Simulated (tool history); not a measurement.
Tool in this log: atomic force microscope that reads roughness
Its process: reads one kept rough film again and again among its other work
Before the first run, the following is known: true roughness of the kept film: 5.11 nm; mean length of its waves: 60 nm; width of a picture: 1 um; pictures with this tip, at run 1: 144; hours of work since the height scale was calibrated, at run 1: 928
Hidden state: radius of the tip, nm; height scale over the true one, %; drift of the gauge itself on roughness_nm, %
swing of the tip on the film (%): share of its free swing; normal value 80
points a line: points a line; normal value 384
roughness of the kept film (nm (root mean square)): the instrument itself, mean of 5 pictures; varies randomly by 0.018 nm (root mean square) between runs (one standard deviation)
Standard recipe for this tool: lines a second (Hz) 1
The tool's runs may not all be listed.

run,hour,lines a second (Hz),swing of the tip on the film (%),points a line,pictures with this tip,hours of work since the height scale was calibrated,roughness of the kept film (nm (root mean square))
1,0,1,80,384,144,928,4.319
2,27.4,1,80,384,191,947,4.284
# hour 49.1: new tip fitted
3,60,1,80,384,19,970,4.439
4,92.1,1,80,384,75,993,4.417
5,130,1,80,384,140,1020,4.366
6,159.2,1,60,384,191,1041,4.635
# hour 181.2: new tip fitted
7,181.2,1,60,384,0,1056,4.798
8,200.8,1,59,384,34,1070,4.805
9,224.2,1,80,384,75,1087,4.401
10,270.8,1,74,384,155,1120,4.433
11,298.8,1,74,384,204,1140,4.412
# hour 313.8: new tip fitted
12,322,1,74,384,14,1157,4.575
13,368.6,1,74,384,95,1190,4.537
14,399.6,1,74,384,148,1212,4.513
15,441,1,80,384,220,1242,4.324
# hour 448.8: new tip fitted
16,480.9,0.86,80,384,55,1270,4.485
17,521.4,0.86,66,384,125,1299,4.665
18,547.7,1,80,384,171,1318,4.355
# hour 581.1: new tip fitted
19,592.6,1.97,70,360,20,1350,4.386
20,636.7,1.97,70,360,96,1381,4.321
21,672.1,1.57,56,285,157,1406,4.656
# hour 714.1: new tip fitted
22,716,3.42,80,306,3,1437,3.603
23,755.9,3.42,73,685,72,1466,3.89
24,778.1,1,80,788,111,1482,4.383
25,809.1,1.26,63,316,165,1504,4.585
# hour 847.6: new tip fitted
26,853.1,1.96,80,384,10,1535,4.075
27,897.8,2,80,384,87,1567,4.003
28,922.4,2.27,80,417,130,1585,3.9
29,955.1,2.31,76,740,186,1608,4.019
# hour 982.4: new tip fitted
30,995.4,0.74,80,557,22,1636,4.594
31,1038.2,0.74,80,497,96,1667,4.566
32,1079.3,1.68,80,532,167,1696,4.078
33,1103,1.68,57,494,208,1713,4.59
# hour 1116.3: new tip fitted
34,1141.9,1,80,279,44,1741,4.453
35,1178.9,0.83,81,959,108,1767,4.466

For some of the steps in roughness of the kept film (nm (root mean square)) from one run to the next: how much would appear even if the tool had no hidden state, given the settings, what came in and random variation, and how much remains for the hidden state plus any gauge scatter that the measured result and the result without hidden state don't share?
Run 2 -> 3: new tip fitted. roughness of the kept film (nm (root mean square)) +0.155: hidden state +0.151, all else +0.004.
Run 6 -> 7: new tip fitted. roughness of the kept film (nm (root mean square)) +0.163: hidden state +0.16, all else +0.003.
Run 11 -> 12: new tip fitted. roughness of the kept film (nm (root mean square)) +0.163: hidden state +0.164, all else -0.001.
Run 21 -> 22: lines a second (Hz) 1.57 -> 3.42, swing of the tip on the film (%) 56 -> 80, points a line 285 -> 306, new tip fitted. roughness of the kept film (nm (root mean square)) -1.053: hidden state +0.122, all else -1.175.
Run 29 -> 30: lines a second (Hz) 2.31 -> 0.74, swing of the tip on the film (%) 76 -> 80, points a line 740 -> 557, new tip fitted. roughness of the kept film (nm (root mean square)) +0.575: hidden state +0.129, all else +0.446.
Run 32 -> 33: swing of the tip on the film (%) 80 -> 57, points a line 532 -> 494. roughness of the kept film (nm (root mean square)) +0.512: hidden state -0.047, all else +0.559.

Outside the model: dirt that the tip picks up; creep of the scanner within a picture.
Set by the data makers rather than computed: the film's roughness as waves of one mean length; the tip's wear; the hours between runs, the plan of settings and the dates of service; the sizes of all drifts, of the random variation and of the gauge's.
